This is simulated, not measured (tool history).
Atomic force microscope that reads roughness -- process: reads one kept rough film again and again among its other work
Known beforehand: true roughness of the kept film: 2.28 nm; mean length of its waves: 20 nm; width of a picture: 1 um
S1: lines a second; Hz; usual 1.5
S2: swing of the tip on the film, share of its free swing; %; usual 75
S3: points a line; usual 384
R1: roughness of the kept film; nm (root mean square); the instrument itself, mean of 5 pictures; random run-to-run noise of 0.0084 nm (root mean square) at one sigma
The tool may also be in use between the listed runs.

| run | hour | S1 | S2 | S3 | R1 |
|---|---|---|---|---|---|
| 1 | 0 | 1.5 | 75 | 384 | 1.461 |
|  | 2.4 | new tip fitted |
| 2 | 9 | 1.5 | 66 | 384 | 1.839 |
| 3 | 17.5 | 1.5 | 75 | 384 | 1.735 |
| 4 | 24.1 | 1.5 | 75 | 384 | 1.724 |
| 5 | 31.9 | 1.5 | 75 | 266 | 1.643 |
| 6 | 36.7 | 1.5 | 75 | 266 | 1.615 |
| 7 | 42.6 | 1.5 | 75 | 266 | 1.577 |
| 8 | 49.9 | 1.5 | 75 | 266 | 1.539 |
| 9 | 55 | 1.5 | 75 | 266 | 1.524 |
| 10 | 63.2 | 1.5 | 75 | 266 | 1.482 |
| 11 | 67.3 | 1.5 | 57 | 384 | 1.521 |
| 12 | 73.7 | 1.5 | 75 | 384 | 1.447 |
|  | 75.6 | new tip fitted |
| 13 | 82.4 | 1.5 | 75 | 384 | 1.811 |
| 14 | 89.9 | 1.5 | 77 | 384 | 1.748 |
| 15 | 98.1 | 1.5 | 77 | 384 | 1.71 |
| 16 | 105.3 | 1.5 | 75 | 525 | 1.675 |
|  | 107 | height scale calibrated on a step standard |
| 17 | 112.3 | 2.45 | 75 | 384 | 1.595 |
| 18 | 120.5 | 0.86 | 74 | 384 | 1.622 |
| 19 | 125.3 | 1.07 | 84 | 448 | 1.564 |
|  | 128.8 | height scale calibrated on a step standard, once more |
| 20 | 130.1 | 0.51 | 68 | 1004 | 1.627 |
| 21 | 136.6 | 0.51 | 68 | 1004 | 1.601 |
| 22 | 140.3 | 1.3 | 71 | 269 | 1.499 |
| 23 | 145.3 | 1.3 | 71 | 269 | 1.48 |
|  | 150.3 | new tip fitted |
| 24 | 150.6 | 2.1 | 57 | 269 | 1.842 |
| 25 | 156.1 | 0.89 | 87 | 681 | 1.818 |
| 26 | 162.8 | 0.8 | 79 | 681 | 1.79 |
| 27 | 170 | 2.09 | 57 | 384 | 1.756 |
| 28 | 177.3 | 2.09 | 57 | 384 | 1.711 |
| 29 | 184.2 | 0.61 | 58 | 456 | 1.679 |
| 30 | 188.6 | 1.48 | 84 | 472 | 1.59 |
| 31 | 193.1 | 1.48 | 84 | 472 | 1.565 |
| 32 | 197.3 | 2.75 | 77 | 569 | 1.516 |
| 33 | 201.5 | 0.5 | 59 | 319 | 1.593 |

Below are 3 alternative next runs, each starting from the tool's condition after run 33. Predict each:
| A | 208.8 | 0.72 | 89 | 628 | ? |
| B | 208.8 | 0.5 | 70 | 584 | ? |
| C | 208.8 | 0.5 | 90 | 319 | ? |

| run | R1 |
|---|---|
| A | 1.531 |
| B | 1.572 |
| C | 1.526 |
With no hidden state in the tool, these same runs would have given:
| run | R1 |
|---|---|
| A | 1.876 |
| B | 1.927 |
| C | 1.869 |
